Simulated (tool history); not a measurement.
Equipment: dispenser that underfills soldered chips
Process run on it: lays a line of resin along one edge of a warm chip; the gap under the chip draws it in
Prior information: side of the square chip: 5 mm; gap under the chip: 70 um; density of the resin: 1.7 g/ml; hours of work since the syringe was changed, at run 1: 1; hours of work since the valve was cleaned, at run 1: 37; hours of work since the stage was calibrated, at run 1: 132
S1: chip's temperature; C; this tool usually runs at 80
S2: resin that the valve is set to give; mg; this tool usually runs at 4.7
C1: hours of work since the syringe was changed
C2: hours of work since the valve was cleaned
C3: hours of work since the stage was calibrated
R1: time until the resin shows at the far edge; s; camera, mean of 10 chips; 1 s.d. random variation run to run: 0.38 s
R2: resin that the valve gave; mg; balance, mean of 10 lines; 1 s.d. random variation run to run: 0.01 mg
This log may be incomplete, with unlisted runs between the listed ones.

| run | hour | S1 | S2 | C1 | C2 | C3 | R1 | R2 |
|---|---|---|---|---|---|---|---|---|
| 1 | 0 | 80 | 4.7 | 1 | 37 | 132 | 26.3 | 4.66 |
| 2 | 2.1 | 80 | 4.7 | 3 | 39 | 134 | 27.8 | 4.66 |
|  | 5.4 | new syringe of resin |
| 3 | 5.4 | 80 | 4.7 | 0 | 41 | 136 | 23.7 | 4.64 |
| 4 | 8.1 | 80 | 4.7 | 2 | 43 | 138 | 26.6 | 4.65 |
| 5 | 11.3 | 91 | 4.7 | 5 | 46 | 140 | 20 | 4.62 |
|  | 12.5 | new syringe of resin |
| 6 | 14.7 | 91 | 4.7 | 2 | 48 | 143 | 16.7 | 4.64 |
| 7 | 18 | 80 | 4.7 | 4 | 51 | 145 | 30.7 | 4.64 |
|  | 19.7 | new syringe of resin |
| 8 | 20.2 | 80 | 4.7 | 0 | 52 | 147 | 24.8 | 4.63 |
| 9 | 23.9 | 79 | 4.7 | 3 | 55 | 150 | 28.5 | 4.63 |
| 10 | 25.8 | 79 | 4.7 | 5 | 56 | 151 | 31.2 | 4.63 |
|  | 26.7 | new syringe of resin |
|  | 27.7 | dispensing valve cleaned and set on the balance |
| 11 | 31.3 | 80 | 4.7 | 3 | 3 | 154 | 27.8 | 4.7 |
|  | 34.9 | new syringe of resin |
| 12 | 36 | 80 | 4.7 | 1 | 6 | 158 | 25.3 | 4.69 |
| 13 | 40.1 | 90 | 4.7 | 4 | 9 | 161 | 20.1 | 4.71 |
|  | 42 | new syringe of resin |
| 14 | 45 | 65 | 4.7 | 2 | 13 | 164 | 51.5 | 4.7 |
|  | 49.3 | new syringe of resin |
| 15 | 49.4 | 80 | 4.7 | 0 | 16 | 167 | 24.8 | 4.7 |
| 16 | 53.5 | 80 | 4.7 | 3 | 19 | 170 | 28.7 | 4.69 |
| 17 | 55.6 | 80 | 4.7 | 5 | 21 | 172 | 31.7 | 4.69 |
|  | 56.6 | new syringe of resin |
| 18 | 58 | 74 | 4.26 | 1 | 22 | 174 | 33.3 | 4.24 |
| 19 | 59.9 | 73 | 5.2 | 3 | 24 | 175 | 36.9 | 5.17 |
|  | 63.8 | new syringe of resin |
| 20 | 64.4 | 73 | 5.2 | 0 | 27 | 178 | 32.2 | 5.18 |
| 21 | 66.9 | 84 | 5.26 | 2 | 29 | 180 | 22.7 | 5.23 |
| 22 | 70 | 66 | 5.84 | 5 | 31 | 183 | 55.1 | 5.81 |
|  | 70.8 | new syringe of resin |
| 23 | 72.5 | 68 | 5.55 | 1 | 33 | 184 | 41.1 | 5.51 |
| 24 | 74.5 | 78 | 4.43 | 3 | 34 | 186 | 30 | 4.4 |
|  | 78.3 | new syringe of resin |
| 25 | 78.9 | 78 | 4.43 | 0 | 37 | 189 | 26.2 | 4.39 |
| 26 | 81.5 | 78 | 4.43 | 2 | 39 | 191 | 29.9 | 4.4 |
|  | 85.5 | new syringe of resin |
| 27 | 85.7 | 78 | 4.43 | 0 | 42 | 194 | 28.1 | 4.38 |
| 28 | 89 | 87 | 6.06 | 3 | 45 | 196 | 22 | 6 |
| 29 | 91.9 | 69 | 4.31 | 5 | 47 | 199 | 52.3 | 4.25 |
|  | 92.7 | new syringe of resin |
| 30 | 94.6 | 69 | 4.31 | 1 | 49 | 200 | 41.6 | 4.27 |
| 31 | 96.6 | 81 | 5.28 | 3 | 50 | 202 | 27.4 | 5.22 |
| 32 | 98.6 | 81 | 5.28 | 5 | 52 | 203 | 29.1 | 5.21 |

Measured result minus the same run's result without the hidden state. Both carry the same run-to-run variation, though not necessarily the same gauge scatter:
Hidden state at play: resin's viscosity, % of fresh resin's; dose that the valve gives, % of what is set; true chip temperature over the reading, C; drift of the gauge itself on fill_s, %; drift of the gauge itself on given_mg, %.
| run | R1 | R2 |
|---|---|---|
| 1 | +2.1 | -0.04 |
| 2 | +4.3 | -0.04 |
| 3 | +0.5 | -0.05 |
| 4 | +3.2 | -0.05 |
| 5 | +4.4 | -0.06 |
| 6 | +1.7 | -0.06 |
| 7 | +6.5 | -0.06 |
| 8 | +0.9 | -0.07 |
| 9 | +4.8 | -0.07 |
| 10 | +7 | -0.07 |
| 11 | +4.3 | +0.01 |
| 12 | +1.6 | +0.01 |
| 13 | +4.1 | +0 |
| 14 | +7.5 | +0 |
| 15 | +1 | +0 |
| 16 | +5.2 | -0.01 |
| 17 | +7.9 | -0.02 |
| 18 | +2.7 | -0.02 |
| 19 | +5.6 | -0.03 |
| 20 | +2.1 | -0.03 |
| 21 | +3.4 | -0.03 |
| 22 | +13.8 | -0.04 |
| 23 | +3.4 | -0.04 |
| 24 | +4.4 | -0.03 |
| 25 | +1.3 | -0.04 |
| 26 | +4.2 | -0.04 |
| 27 | +1.9 | -0.04 |
| 28 | +3.9 | -0.07 |
| 29 | +14.3 | -0.05 |
| 30 | +4.8 | -0.05 |
| 31 | +4.9 | -0.06 |
| 32 | +7 | -0.07 |
